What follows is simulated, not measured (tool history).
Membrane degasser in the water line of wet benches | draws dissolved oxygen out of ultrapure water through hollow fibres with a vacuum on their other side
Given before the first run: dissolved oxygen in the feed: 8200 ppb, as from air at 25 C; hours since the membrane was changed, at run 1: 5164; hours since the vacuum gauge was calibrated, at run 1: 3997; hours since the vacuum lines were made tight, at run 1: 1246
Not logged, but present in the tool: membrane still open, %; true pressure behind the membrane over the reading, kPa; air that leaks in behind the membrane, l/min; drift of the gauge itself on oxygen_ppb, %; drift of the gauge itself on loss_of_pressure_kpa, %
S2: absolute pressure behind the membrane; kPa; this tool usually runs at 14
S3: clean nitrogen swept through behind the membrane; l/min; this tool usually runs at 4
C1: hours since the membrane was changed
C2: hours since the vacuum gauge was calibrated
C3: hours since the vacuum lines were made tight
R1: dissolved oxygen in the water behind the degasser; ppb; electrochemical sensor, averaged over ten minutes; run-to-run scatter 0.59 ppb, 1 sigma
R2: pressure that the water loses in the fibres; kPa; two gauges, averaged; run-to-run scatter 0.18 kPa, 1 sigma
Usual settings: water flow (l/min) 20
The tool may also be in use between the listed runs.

Run 1, hour 0: usual settings; C1 5164; C2 3997; C3 1246. Result: R1 138.9 ppb, R2 38.62 kPa.
Run 2, hour 264.2: usual settings; C1 5428; C2 4261; C3 1510. Result: R1 137.2 ppb, R2 38.9 kPa.
Run 3, hour 513.8: usual settings but S2 32.8 kPa; C1 5677; C2 4510; C3 1760. Result: R1 356.4 ppb, R2 38.48 kPa.
Run 4, hour 648: usual settings but S2 32.8 kPa, S3 5.67 l/min; C1 5812; C2 4645; C3 1894. Result: R1 256.9 ppb, R2 38.68 kPa.
Run 5, hour 849.8: usual settings but S2 32.8 kPa, S3 5.67 l/min; C1 6013; C2 4847; C3 2096. Result: R1 256.3 ppb, R2 38.51 kPa.
Run 6, hour 995.7: usual settings but S2 32.8 kPa, S3 5.67 l/min; C1 6159; C2 4992; C3 2242. Result: R1 256.7 ppb, R2 38.81 kPa.
Run 7, hour 1133.3: usual settings but S2 32.8 kPa, S3 5.67 l/min; C1 6297; C2 5130; C3 2379. Result: R1 256.9 ppb, R2 38.5 kPa.
Run 8, hour 1332.3: usual settings but S3 5.9 l/min; C1 6496; C2 5329; C3 2578. Result: R1 97.1 ppb, R2 38.88 kPa.
Run 9, hour 1453.6: usual settings; C1 6617; C2 5450; C3 2699. Result: R1 139.3 ppb, R2 38.58 kPa.
Run 10, hour 1650.1: usual settings; C1 6814; C2 5647; C3 2896. Result: R1 138 ppb, R2 38.98 kPa.
Run 11, hour 1894.5: usual settings; C1 7058; C2 5891; C3 3140. Result: R1 138.6 ppb, R2 38.78 kPa.
Run 12, hour 2005.5: usual settings but water flow (l/min) 27; C1 7169; C2 6002; C3 3251. Result: R1 192.2 ppb, R2 52.64 kPa.
Run 13, hour 2232.3: usual settings; C1 7396; C2 6229; C3 3478. Result: R1 139.6 ppb, R2 38.8 kPa.
Run 14, hour 2342.9: usual settings; C1 7507; C2 6340; C3 3589. Result: R1 137.1 ppb, R2 39.22 kPa.
Run 15, hour 2466.9: usual settings; C1 7630; C2 6464; C3 3713. Result: R1 139.6 ppb, R2 38.66 kPa.
Run 16, hour 2680.3: usual settings; C1 7844; C2 6677; C3 3926. Result: R1 138.8 ppb, R2 38.82 kPa.
Run 17, hour 2812.4: usual settings; C1 7976; C2 6809; C3 4058. Result: R1 138.8 ppb, R2 38.58 kPa.
Run 18, hour 3034.3: usual settings but water flow (l/min) 24, S2 20.5 kPa, S3 7.86 l/min; C1 8198; C2 7031; C3 4280. Result: R1 141 ppb, R2 46.81 kPa.
Run 19, hour 3167.1: usual settings but water flow (l/min) 12, S2 21.8 kPa, S3 7.86 l/min; C1 8331; C2 7164; C3 4413. Result: R1 72.8 ppb, R2 23.18 kPa.
Run 20, hour 3333: usual settings but water flow (l/min) 27, S2 10.9 kPa, S3 7.86 l/min; C1 8497; C2 7330; C3 4579. Result: R1 84.1 ppb, R2 52.74 kPa.
Run 21, hour 3472.4: usual settings but water flow (l/min) 27, S2 10.2 kPa, S3 5.22 l/min; C1 8636; C2 7469; C3 4718. Result: R1 108.2 ppb, R2 52.58 kPa.
Run 22, hour 3624.1: usual settings but water flow (l/min) 18, S2 12.4 kPa, S3 4.13 l/min; C1 8788; C2 7621; C3 4870. Result: R1 104.3 ppb, R2 34.99 kPa.
Run 23, hour 3891: usual settings but S2 31.6 kPa; C1 9055; C2 7888; C3 5137. Result: R1 342 ppb, R2 39.12 kPa.

Run 24, settings as shown, results not yet in. Your forecast:
Run 24, hour 4053.7: usual settings but S2 25.1 kPa, S3 2.05 l/min; C1 9217; C2 8050; C3 5300. Result: R1 ?, R2 ?.

Run 24 yielded R1 494.5 ppb, R2 39.22 kPa.
Minus the tool's unlogged condition, the same run would have read R1 485.2 ppb, R2 38.46 kPa.

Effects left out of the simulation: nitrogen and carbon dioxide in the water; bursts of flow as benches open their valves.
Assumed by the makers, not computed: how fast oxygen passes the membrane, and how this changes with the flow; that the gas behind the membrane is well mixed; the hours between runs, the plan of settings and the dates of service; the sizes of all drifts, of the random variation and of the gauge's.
